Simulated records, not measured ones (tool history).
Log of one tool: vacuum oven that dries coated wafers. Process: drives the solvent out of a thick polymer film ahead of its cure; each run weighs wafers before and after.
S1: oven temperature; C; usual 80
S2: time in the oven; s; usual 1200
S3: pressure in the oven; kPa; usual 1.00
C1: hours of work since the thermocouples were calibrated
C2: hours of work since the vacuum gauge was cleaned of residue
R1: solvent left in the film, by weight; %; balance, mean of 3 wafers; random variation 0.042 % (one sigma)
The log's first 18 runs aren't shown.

| run | day | S1 | S2 | S3 | C1 | C2 | R1 |
|---|---|---|---|---|---|---|---|
| 19 | 10.500 | 80 | 1200 | 1.00 | 219 | 36 | 4.55 |
|  | 10.954 | vacuum gauge cleaned of residue and calibrated, once more |
| 20 | 11.058 | 80 | 1200 | 1.00 | 225 | 1 | 4.52 |
| 21 | 11.554 | 80 | 1200 | 1.00 | 232 | 7 | 4.56 |
| 22 | 12.175 | 80 | 1200 | 1.00 | 239 | 15 | 4.57 |
| 23 | 12.862 | 80 | 1200 | 1.00 | 247 | 23 | 4.60 |
| 24 | 13.467 | 80 | 1200 | 1.00 | 255 | 30 | 4.56 |
| 25 | 13.896 | 73 | 720 | 3.02 | 260 | 36 | 11.22 |
| 26 | 14.333 | 80 | 1200 | 0.98 | 265 | 41 | 4.63 |
| 27 | 15.033 | 80 | 660 | 0.98 | 274 | 49 | 8.47 |
| 28 | 15.588 | 80 | 660 | 0.98 | 280 | 56 | 8.46 |
| 29 | 15.992 | 87 | 1560 | 2.72 | 285 | 61 | 2.47 |
| 30 | 16.408 | 87 | 1320 | 2.02 | 290 | 66 | 2.78 |
| 31 | 17.183 | 87 | 1560 | 2.02 | 300 | 76 | 2.13 |
| 32 | 17.533 | 80 | 1320 | 1.00 | 304 | 80 | 4.08 |
| 33 | 18.038 | 80 | 2100 | 0.83 | 310 | 86 | 1.77 |
| 34 | 18.612 | 80 | 660 | 2.30 | 317 | 93 | 9.15 |
| 35 | 18.967 | 80 | 660 | 2.30 | 321 | 97 | 9.08 |
| 36 | 19.533 | 80 | 660 | 2.30 | 328 | 104 | 9.06 |
| 37 | 19.892 | 90 | 1800 | 1.00 | 333 | 108 | 0.89 |
| 38 | 20.296 | 74 | 900 | 0.51 | 337 | 113 | 8.18 |
| 39 | 20.817 | 74 | 900 | 0.51 | 344 | 120 | 8.25 |
| 40 | 21.571 | 80 | 1200 | 2.41 | 353 | 129 | 5.44 |

Run 41 comes next. What will it give?
| 41 | 22.083 | 80 | 1200 | 1.82 | 359 | 135 | ? |

Run 41 gave R1 5.16 %.
Without the tool's hidden state the same run would have given R1 4.85 %.
